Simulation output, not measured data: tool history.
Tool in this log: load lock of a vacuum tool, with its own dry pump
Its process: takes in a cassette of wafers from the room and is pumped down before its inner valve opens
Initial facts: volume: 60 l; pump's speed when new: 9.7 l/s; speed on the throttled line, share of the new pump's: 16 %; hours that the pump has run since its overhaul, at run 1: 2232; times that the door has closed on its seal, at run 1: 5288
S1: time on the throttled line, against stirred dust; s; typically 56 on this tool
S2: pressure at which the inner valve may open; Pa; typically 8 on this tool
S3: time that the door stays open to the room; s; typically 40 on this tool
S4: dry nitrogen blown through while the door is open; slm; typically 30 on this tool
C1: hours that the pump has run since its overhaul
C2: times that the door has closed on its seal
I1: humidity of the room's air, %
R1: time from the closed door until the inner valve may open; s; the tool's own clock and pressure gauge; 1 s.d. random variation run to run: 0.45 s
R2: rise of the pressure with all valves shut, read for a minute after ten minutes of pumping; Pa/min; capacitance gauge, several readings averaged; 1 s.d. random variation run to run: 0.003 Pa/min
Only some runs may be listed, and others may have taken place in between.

{"run": 1, "hour": 0.0, "S1": 56, "S2": 8, "S3": 40, "S4": 30, "C1": 2232, "C2": 5288, "I1": 43.8, "R1": 107.5, "R2": 0.031}
{"run": 2, "hour": 48.3, "S1": 56, "S2": 8, "S3": 40, "S4": 30, "C1": 2280, "C2": 5493, "I1": 45.6, "R1": 106.9, "R2": 0.034}
{"run": 3, "hour": 102.6, "S1": 56, "S2": 8, "S3": 40, "S4": 30, "C1": 2334, "C2": 5723, "I1": 44.2, "R1": 107.8, "R2": 0.035}
{"run": 4, "hour": 200.5, "S1": 56, "S2": 8, "S3": 40, "S4": 30, "C1": 2432, "C2": 6138, "I1": 43.1, "R1": 107.2, "R2": 0.035}
{"run": 5, "hour": 269.0, "S1": 56, "S2": 8, "S3": 40, "S4": 30, "C1": 2501, "C2": 6428, "I1": 45.2, "R1": 106.6, "R2": 0.036}
{"run": 6, "hour": 361.3, "S1": 56, "S2": 8, "S3": 40, "S4": 30, "C1": 2593, "C2": 6820, "I1": 44.2, "R1": 107.2, "R2": 0.039}
{"run": 7, "hour": 459.9, "S1": 56, "S2": 8, "S3": 40, "S4": 30, "C1": 2692, "C2": 7238, "I1": 44.4, "R1": 107.1, "R2": 0.034}
{"run": 8, "hour": 532.0, "S1": 56, "S2": 8, "S3": 40, "S4": 30, "C1": 2764, "C2": 7543, "I1": 46.9, "R1": 106.7, "R2": 0.04}
{"run": 9, "hour": 621.1, "S1": 56, "S2": 8, "S3": 40, "S4": 30, "C1": 2853, "C2": 7921, "I1": 46.7, "R1": 108, "R2": 0.039}
{"run": 10, "hour": 687.5, "S1": 31, "S2": 8, "S3": 212, "S4": 6, "C1": 2919, "C2": 8202, "I1": 43.6, "R1": 86.1, "R2": 0.113}
{"run": 11, "hour": 766.9, "S1": 56, "S2": 8, "S3": 40, "S4": 19, "C1": 2999, "C2": 8539, "I1": 42.7, "R1": 107.7, "R2": 0.042}
{"run": 12, "hour": 854.2, "S1": 56, "S2": 8, "S3": 40, "S4": 19, "C1": 3086, "C2": 8909, "I1": 41.3, "R1": 107.3, "R2": 0.04}
{"run": 13, "hour": 922.0, "S1": 56, "S2": 8, "S3": 68, "S4": 30, "C1": 3154, "C2": 9196, "I1": 47.6, "R1": 106.8, "R2": 0.052}
{"run": 14, "hour": 1002.8, "S1": 56, "S2": 8, "S3": 68, "S4": 30, "C1": 3235, "C2": 9539, "I1": 46.9, "R1": 106.8, "R2": 0.051}

Alternative continuations, all from the tool just after run 14; predict every row:
{"run": "A", "hour": 1048.3, "S1": 61, "S2": 7, "S3": 55, "S4": 30, "C1": 3280, "C2": 9732, "I1": 43.5, "R1": "?", "R2": "?"}
{"run": "B", "hour": 1048.3, "S1": 56, "S2": 11, "S3": 97, "S4": 30, "C1": 3280, "C2": 9732, "I1": 48.8, "R1": "?", "R2": "?"}
{"run": "C", "hour": 1048.3, "S1": 79, "S2": 8, "S3": 40, "S4": 30, "C1": 3280, "C2": 9732, "I1": 47.7, "R1": "?", "R2": "?"}

run=A R1=112.9 R2=0.046
run=B R1=105.6 R2=0.056
run=C R1=127.2 R2=0.037
With no hidden state in the tool, these same runs would have given:
run=A R1=111.7 R2=0.033
run=B R1=104.5 R2=0.044
run=C R1=126.1 R2=0.025
